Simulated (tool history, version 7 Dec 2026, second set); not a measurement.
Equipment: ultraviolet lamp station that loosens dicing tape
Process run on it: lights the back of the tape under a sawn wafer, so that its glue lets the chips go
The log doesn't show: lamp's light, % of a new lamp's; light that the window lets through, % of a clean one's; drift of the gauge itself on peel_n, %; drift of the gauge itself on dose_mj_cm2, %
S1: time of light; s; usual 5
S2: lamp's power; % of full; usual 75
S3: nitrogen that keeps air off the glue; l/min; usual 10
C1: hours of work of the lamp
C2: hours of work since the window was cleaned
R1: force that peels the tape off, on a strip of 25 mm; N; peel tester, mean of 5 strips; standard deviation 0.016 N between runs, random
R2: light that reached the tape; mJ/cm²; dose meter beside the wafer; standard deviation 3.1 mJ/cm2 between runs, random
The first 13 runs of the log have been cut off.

run	hour	S1	S2	S3	C1	C2	R1	R2
14	277.0	5	75	10	441	168	1.064	400
15	310.1	5	75	10	461	188	1.104	388
16	337.9	5	75	10	478	205	1.157	387
17	351.9	5	75	10	486	213	1.113	384
18	372.8	5	75	10	499	226	1.141	382
19	396.6	5	75	10	513	240	1.162	381
20	427.8	5	75	10	532	259	1.239	374
21	453.1	5	75	6	547	275	1.693	369
22	476.5	5	75	3	562	289	2.497	361
23	509.9	5	75	10	582	309	1.313	361
24	532.2	4	98	6	595	323	1.717	369
25	554.0	4	98	6	609	336	1.784	362

For run 26, what comes out?
26	569.4	4	98	6	618	345	?	?

Run 26 gave R1 1.766 N, R2 367 mJ/cm².
Were there no unlogged condition in the tool, this run, its random variation unchanged, would have produced R1 1.032 N, R2 500 mJ/cm².
